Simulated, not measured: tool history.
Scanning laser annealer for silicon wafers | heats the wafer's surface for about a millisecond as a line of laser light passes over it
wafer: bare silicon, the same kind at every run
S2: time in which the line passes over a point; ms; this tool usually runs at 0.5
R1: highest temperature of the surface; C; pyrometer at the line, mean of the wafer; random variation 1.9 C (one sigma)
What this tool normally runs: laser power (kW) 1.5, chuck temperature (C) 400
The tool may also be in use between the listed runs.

run 1 hour=0 | laser_power_(kW)=1.5 S2=0.5 chuck_temperature_(C)=400 | R1=1184
run 2 hour=4 | laser_power_(kW)=1.52 S2=0.5 chuck_temperature_(C)=400 | R1=1196
run 3 hour=10.1 | laser_power_(kW)=1.52 S2=0.446 chuck_temperature_(C)=400 | R1=1145
run 4 hour=17.6 | laser_power_(kW)=1.5 S2=0.5 chuck_temperature_(C)=389 | R1=1171
run 5 hour=25.1 | laser_power_(kW)=1.5 S2=0.5 chuck_temperature_(C)=389 | R1=1170
run 6 hour=29.4 | laser_power_(kW)=1.5 S2=0.5 chuck_temperature_(C)=389 | R1=1173
run 7 hour=34.1 | laser_power_(kW)=1.521 S2=0.5 chuck_temperature_(C)=400 | R1=1201
run 8 hour=41.8 | laser_power_(kW)=1.52 S2=0.36 chuck_temperature_(C)=426 | R1=1086
run 9 hour=46.6 | laser_power_(kW)=1.52 S2=0.36 chuck_temperature_(C)=426 | R1=1085
run 10 hour=54.8 | laser_power_(kW)=1.397 S2=0.373 chuck_temperature_(C)=381 | R1=984
run 11 hour=61.9 | laser_power_(kW)=1.592 S2=0.5 chuck_temperature_(C)=363 | R1=1208
run 12 hour=69.6 | laser_power_(kW)=1.626 S2=0.528 chuck_temperature_(C)=430 | R1=1325
run 13 hour=78.5 | laser_power_(kW)=1.537 S2=0.528 chuck_temperature_(C)=412 | R1=1244

3 options for the next run, each taken on its own from the tool as it stands now. Forecast them:
run A hour=84 | laser_power_(kW)=1.447 S2=0.451 chuck_temperature_(C)=386 | R1=?
run B hour=84 | laser_power_(kW)=1.565 S2=0.5 chuck_temperature_(C)=430 | R1=?
run C hour=84 | laser_power_(kW)=1.5 S2=0.5 chuck_temperature_(C)=411 | R1=?

run=A R1=1087
run=B R1=1257
run=C R1=1195
Take away the tool's hidden state, keep each run's random variation, and the runs would have read:
run=A R1=1088
run=B R1=1258
run=C R1=1195
